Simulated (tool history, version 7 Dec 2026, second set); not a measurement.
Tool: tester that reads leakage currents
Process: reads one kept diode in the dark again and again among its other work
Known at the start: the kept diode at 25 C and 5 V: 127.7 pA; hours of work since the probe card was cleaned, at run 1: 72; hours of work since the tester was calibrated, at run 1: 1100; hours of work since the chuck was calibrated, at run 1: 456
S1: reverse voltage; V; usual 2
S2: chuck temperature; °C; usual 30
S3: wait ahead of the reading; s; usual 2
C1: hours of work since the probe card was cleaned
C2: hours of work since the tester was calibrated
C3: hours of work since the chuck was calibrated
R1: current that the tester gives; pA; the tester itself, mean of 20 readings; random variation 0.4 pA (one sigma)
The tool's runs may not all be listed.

Run 1, day 0: usual settings; C1 72; C2 1100; C3 456. Result: R1 128.97 pA.
Run 2, day 0.729: usual settings; C1 86; C2 1114; C3 470. Result: R1 128.92 pA.
Run 3, day 1.688: usual settings but S1 11.37 V; C1 104; C2 1133; C3 488. Result: R1 269.36 pA.
Run 4, day 2.496: usual settings but S1 11.37 V; C1 120; C2 1148; C3 504. Result: R1 268.74 pA.
Run 5, day 3.462: usual settings but S1 11.37 V; C1 138; C2 1167; C3 522. Result: R1 268.5 pA.
Run 6, day 4.904: usual settings but S1 11.37 V; C1 166; C2 1194; C3 550. Result: R1 268.86 pA.
Run 7, day 6.45: usual settings but S1 11.37 V; C1 196; C2 1224; C3 580. Result: R1 269.71 pA.
Run 8, day 7.538: usual settings but S1 11.37 V, S3 0.38 s; C1 217; C2 1245; C3 601. Result: R1 272.26 pA.
Run 9, day 8.467: usual settings but S2 22 °C; C1 234; C2 1263; C3 618. Result: R1 65.26 pA.
Run 10, day 9.742: usual settings but S2 22 °C; C1 259; C2 1287; C3 643. Result: R1 65.26 pA.
Run 11, day 10.762: usual settings but S2 22 °C; C1 279; C2 1307; C3 662. Result: R1 64.85 pA.
Run 12, day 12.121: usual settings but S1 7.95 V, S2 22 °C; C1 305; C2 1333; C3 689. Result: R1 118.15 pA.
Run 13, day 13.229: usual settings but S1 7.95 V, S2 22 °C; C1 326; C2 1354; C3 710. Result: R1 118.52 pA.

The next listed run, before its measurement:
Run 14, day 14.138: usual settings but S1 7.95 V, S2 22 °C; C1 343; C2 1372; C3 727. Result: R1 ?.

{"run 14": {"R1": 118.41}}
Without the tool's hidden state the same run would have given R1 119.78 pA.
